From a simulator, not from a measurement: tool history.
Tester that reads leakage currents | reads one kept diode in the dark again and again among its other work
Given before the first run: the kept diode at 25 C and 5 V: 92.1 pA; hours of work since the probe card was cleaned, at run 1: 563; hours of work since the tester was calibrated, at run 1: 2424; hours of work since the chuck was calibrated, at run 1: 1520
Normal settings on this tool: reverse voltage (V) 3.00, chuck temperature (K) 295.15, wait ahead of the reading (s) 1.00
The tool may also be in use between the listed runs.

| run | hour | reverse voltage (V) | chuck temperature (K) | wait ahead of the reading (s) | hours of work since the probe card was cleaned | hours of work since the tester was calibrated | hours of work since the chuck was calibrated | current that the tester gives (pA) |
|---|---|---|---|---|---|---|---|---|
| 1 | 0.0 | 3.00 | 295.15 | 1.00 | 563 | 2424 | 1520 | 60.18 |
| 2 | 106.5 | 3.00 | 295.15 | 9.19 | 640 | 2501 | 1596 | 60.33 |
| 3 | 213.3 | 3.00 | 295.15 | 9.19 | 717 | 2578 | 1673 | 60.89 |
| 4 | 319.3 | 3.00 | 295.15 | 9.19 | 793 | 2654 | 1749 | 60.83 |
| 5 | 409.9 | 3.00 | 295.15 | 1.00 | 858 | 2719 | 1814 | 61.49 |
| 6 | 534.4 | 3.00 | 295.15 | 1.00 | 948 | 2808 | 1904 | 61.66 |
| 7 | 627.1 | 3.00 | 295.15 | 1.00 | 1014 | 2875 | 1971 | 62.11 |
| 8 | 734.3 | 4.08 | 295.15 | 1.00 | 1091 | 2952 | 2048 | 73.43 |
| 9 | 874.0 | 4.08 | 295.15 | 1.00 | 1192 | 3053 | 2148 | 74.02 |
|  | 909.7 | chuck's temperature calibrated |
| 10 | 979.1 | 4.08 | 295.15 | 1.00 | 1266 | 3127 | 50 | 78.37 |
| 11 | 1084.4 | 4.08 | 295.15 | 1.00 | 1342 | 3203 | 126 | 79.74 |
| 12 | 1237.5 | 3.00 | 295.15 | 1.00 | 1452 | 3313 | 236 | 68.12 |
| 13 | 1393.1 | 3.00 | 295.15 | 1.00 | 1564 | 3424 | 348 | 68.55 |
| 14 | 1513.9 | 3.00 | 295.15 | 1.00 | 1651 | 3511 | 434 | 69.06 |
| 15 | 1589.0 | 3.00 | 295.15 | 1.00 | 1704 | 3565 | 488 | 69.19 |
| 16 | 1739.7 | 1.05 | 295.15 | 1.00 | 1813 | 3674 | 597 | 41.08 |
|  | 1834.0 | chuck's temperature calibrated, once more |
| 17 | 1835.4 | 3.00 | 295.15 | 1.00 | 1880 | 3741 | 1 | 56.70 |
| 18 | 1927.1 | 3.00 | 295.15 | 0.78 | 1946 | 3807 | 67 | 56.90 |
| 19 | 2080.8 | 3.00 | 295.15 | 1.00 | 2057 | 3918 | 177 | 57.61 |
| 20 | 2224.4 | 3.00 | 295.15 | 1.00 | 2160 | 4021 | 281 | 57.78 |
| 21 | 2313.8 | 1.01 | 295.15 | 0.30 | 2224 | 4085 | 345 | 33.08 |
| 22 | 2426.5 | 3.00 | 295.15 | 1.00 | 2305 | 4166 | 426 | 58.58 |
| 23 | 2527.2 | 3.00 | 299.15 | 1.00 | 2378 | 4239 | 498 | 84.24 |
| 24 | 2648.9 | 4.86 | 315.15 | 1.62 | 2465 | 4326 | 586 | 432.56 |
|  | 2688.8 | probe card cleaned and baked |
| 25 | 2742.9 | 19.25 | 315.15 | 0.49 | 39 | 4391 | 651 | 840.81 |
| 26 | 2887.9 | 19.25 | 315.15 | 0.49 | 143 | 4496 | 756 | 844.38 |
| 27 | 2993.7 | 3.00 | 300.15 | 0.36 | 219 | 4572 | 832 | 90.15 |
| 28 | 3105.8 | 4.11 | 326.15 | 1.06 | 300 | 4652 | 912 | 972.11 |
| 29 | 3173.4 | 3.35 | 316.15 | 0.37 | 348 | 4701 | 961 | 390.60 |
| 30 | 3271.6 | 3.00 | 295.15 | 1.22 | 419 | 4772 | 1032 | 56.77 |
| 31 | 3361.5 | 3.00 | 295.15 | 0.65 | 484 | 4836 | 1096 | 57.30 |
| 32 | 3471.3 | 3.00 | 295.15 | 0.65 | 563 | 4915 | 1175 | 57.37 |
| 33 | 3550.7 | 3.00 | 295.15 | 0.55 | 620 | 4972 | 1232 | 57.68 |
| 34 | 3636.3 | 3.00 | 295.15 | 0.55 | 681 | 5034 | 1294 | 57.74 |
| 35 | 3707.1 | 17.13 | 309.15 | 0.50 | 732 | 5085 | 1345 | 490.89 |
| 36 | 3779.4 | 5.24 | 305.15 | 0.50 | 784 | 5137 | 1397 | 193.03 |
| 37 | 3930.3 | 5.24 | 305.15 | 0.50 | 893 | 5245 | 1505 | 195.22 |
| 38 | 4035.4 | 5.24 | 305.15 | 0.50 | 968 | 5321 | 1581 | 195.33 |
| 39 | 4159.6 | 5.24 | 300.15 | 0.50 | 1058 | 5410 | 1670 | 125.78 |

Branching from run 39: 3 alternative next runs. What would each branch give?
| A | 4311.1 | 2.15 | 308.15 | 0.50 | 1167 | 5519 | 1779 | ? |
| B | 4311.1 | 5.24 | 331.15 | 1.28 | 1167 | 5519 | 1779 | ? |
| C | 4311.1 | 2.41 | 329.15 | 0.56 | 1167 | 5519 | 1779 | ? |

| run | current that the tester gives (pA) |
|---|---|
| A | 165.43 |
| B | 1683.95 |
| C | 987.44 |
Without the tool's hidden state the same runs would have given:
| run | current that the tester gives (pA) |
|---|---|
| A | 153.33 |
| B | 1587.84 |
| C | 930.76 |
